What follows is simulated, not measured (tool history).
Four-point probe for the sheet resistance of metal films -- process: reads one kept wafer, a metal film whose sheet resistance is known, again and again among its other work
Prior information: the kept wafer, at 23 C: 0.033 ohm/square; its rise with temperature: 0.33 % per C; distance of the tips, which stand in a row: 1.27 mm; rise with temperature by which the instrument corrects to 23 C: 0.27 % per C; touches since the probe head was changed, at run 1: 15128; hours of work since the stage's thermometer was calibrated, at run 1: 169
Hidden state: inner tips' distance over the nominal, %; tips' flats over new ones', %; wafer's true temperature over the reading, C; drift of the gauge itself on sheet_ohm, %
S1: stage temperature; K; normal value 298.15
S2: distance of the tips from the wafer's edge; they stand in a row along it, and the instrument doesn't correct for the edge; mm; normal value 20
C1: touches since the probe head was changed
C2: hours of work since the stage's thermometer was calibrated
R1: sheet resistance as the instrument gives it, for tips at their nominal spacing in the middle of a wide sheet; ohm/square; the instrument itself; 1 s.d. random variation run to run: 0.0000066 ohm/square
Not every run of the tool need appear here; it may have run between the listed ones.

run,hour,S1,S2,C1,C2,R1
1,0,298.15,20,15128,169,0.033033
2,97.5,298.15,20,19086,213,0.03301
3,203.3,298.15,20,23378,261,0.032988
4,289.1,298.15,20,26863,300,0.032974
5,402.6,298.15,20,31469,352,0.032957
6,479,298.15,20,34567,387,0.032936
7,594.2,298.15,20,39245,439,0.032918
8,648.1,298.15,20,41432,463,0.032914
9,739.8,298.15,20,45153,505,0.032892
10,841.9,298.15,5,49299,551,0.033901
11,954.8,298.15,5,53881,603,0.03389
12,1020.1,298.15,5,56532,632,0.033862
13,1071,298.15,20,58595,655,0.03285
14,1169,297.15,20,62574,700,0.032791
# hour 1220.5: new probe head fitted
15,1225.8,297.15,20,217,725,0.033133
16,1340.7,297.15,20,4882,777,0.033087
17,1440.1,298.15,20,8916,822,0.033092
18,1530.1,298.15,20,12567,863,0.033085
19,1629.5,298.15,20,16604,908,0.033061
20,1713,298.15,20,19993,946,0.033045
21,1781.9,298.15,20,22787,977,0.033026
# hour 1793.1: stage's thermometer calibrated
22,1874.9,298.15,20,26543,37,0.033004
23,1974.3,298.15,24,30577,82,0.032979
24,2028.8,295.15,24,32789,107,0.032903
25,2104.3,295.15,24,35853,141,0.032893
26,2187.7,303.15,20,39237,179,0.033048
27,2267.6,303.15,29,42479,215,0.032998
28,2345.5,303.15,29,45644,251,0.032988
# hour 2360: stage's thermometer calibrated, once more
29,2452.5,303.15,29,49967,42,0.033013
30,2531.2,303.15,29,53158,78,0.032989
31,2606.5,303.15,29,56215,112,0.032986
32,2667.4,303.15,10,58688,140,0.033231
33,2757.9,298.15,63,62361,181,0.032829
# hour 2811.6: new probe head fitted
34,2811.6,298.15,63,0,204,0.033017
35,2870.1,303.15,21,2376,231,0.03315
36,2918.4,303.15,21,4335,253,0.033153
37,2997,293.15,26,7524,289,0.032911
38,3052.3,300.15,27,9770,314,0.033042
39,3120.8,300.15,27,12549,345,0.033027
40,3190.3,300.15,27,15372,376,0.033004
41,3286.3,300.15,27,19269,420,0.032997
42,3383,297.15,5,23193,464,0.033983
43,3450,298.15,5,25910,494,0.033984
44,3550.2,293.15,3,29976,540,0.035631

Hidden state at the last listed run before each entry between runs and at the first one after, where it differs:
In the gap between runs 14 and 15: new probe head fitted (hour 1220.5)
  inner tips' distance over the nominal, %: -0.777 -> 0.116; tips' flats over new ones', %: 65 -> 0
  measured less the result without the state, R1: -0.000293 -> +0.000025 ohm/square
In the gap between runs 21 and 22: stage's thermometer calibrated (hour 1793.1)
  inner tips' distance over the nominal, %: -0.148 -> -0.191; tips' flats over new ones', %: 24 -> 28; wafer's true temperature over the reading, C: -0.2 -> -0.29
  measured less the result without the state, R1: -0.000075 -> -0.0001 ohm/square
In the gap between runs 28 and 29: stage's thermometer calibrated, once more (hour 2360)
  inner tips' distance over the nominal, %: -0.421 -> -0.47; tips' flats over new ones', %: 48 -> 53; wafer's true temperature over the reading, C: -0.33 -> 0.1
  measured less the result without the state, R1: -0.000186 -> -0.000158 ohm/square
In the gap between runs 33 and 34: new probe head fitted (hour 2811.6)
  inner tips' distance over the nominal, %: -0.619 -> -0.123; tips' flats over new ones', %: 66 -> 0; wafer's true temperature over the reading, C: 0.08 -> 0.07
  measured less the result without the state, R1: -0.000213 -> -0.000036 ohm/square

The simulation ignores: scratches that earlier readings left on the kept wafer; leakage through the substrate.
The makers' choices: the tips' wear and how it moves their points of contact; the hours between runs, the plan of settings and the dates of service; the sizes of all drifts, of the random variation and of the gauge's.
